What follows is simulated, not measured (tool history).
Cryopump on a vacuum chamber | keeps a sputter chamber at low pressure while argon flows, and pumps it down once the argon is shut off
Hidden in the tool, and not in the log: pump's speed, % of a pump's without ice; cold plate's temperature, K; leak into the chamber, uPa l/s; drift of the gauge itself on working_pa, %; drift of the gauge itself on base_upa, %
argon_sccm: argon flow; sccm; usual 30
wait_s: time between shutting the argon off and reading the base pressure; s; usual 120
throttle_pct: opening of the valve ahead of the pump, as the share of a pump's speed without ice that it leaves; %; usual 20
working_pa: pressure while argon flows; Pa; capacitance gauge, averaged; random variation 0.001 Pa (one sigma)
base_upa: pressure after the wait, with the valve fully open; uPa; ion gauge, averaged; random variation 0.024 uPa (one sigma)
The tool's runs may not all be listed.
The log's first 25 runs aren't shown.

run    hour  argon_sccm  wait_s  throttle_pct  hours of work since the pump was warmed up and emptied  hours of work since the cold head was overhauled  hours of work since the chamber's fittings were tightened  working_pa  base_upa
 26   909.3          48     120            20                                                     638                                              1406                                                       1086      0.3642      1.27
 27   948.2          14      91            25                                                     657                                              1425                                                       1105      0.0857      1.46
 28  1001.5          14     124            25                                                     683                                              1451                                                       1131      0.0857      1.27
 29  1047.2          22     154            43                                                     705                                              1473                                                       1153      0.0826      1.18
 30  1084.1          22     154            43                                                     723                                              1491                                                       1171      0.0831       1.2
 31  1119.7          22     154            43                                                     740                                              1508                                                       1188      0.0824      1.17
 32  1169.1          22     154            43                                                     764                                              1532                                                       1212      0.0831      1.19
     1176.8  -- pump warmed up, emptied and cooled again
 33    1213          22     154            43                                                      18                                              1551                                                       1231      0.0744      1.06
 34  1242.9          22     154            43                                                      32                                              1566                                                       1246      0.0748      1.12

Forecast each of these 4 alternatives for the next run:
  A  1296          46     120            34                                                      58                                              1591                                                       1271           ?         ?
  B  1296          30     120            46                                                      58                                              1591                                                       1271           ?         ?
  C  1296          30     120            15                                                      58                                              1591                                                       1271           ?         ?
  D  1296          54     154            33                                                      58                                              1591                                                       1271           ?         ?

run  working_pa  base_upa
  A      0.1975      1.24
  B      0.0958      1.24
  C      0.2915      1.23
  D      0.2414       1.1
Without the tool's hidden state the same runs would have given:
run  working_pa  base_upa
  A      0.1952      0.86
  B      0.0943      0.86
  C        0.29      0.85
  D      0.2388      0.72
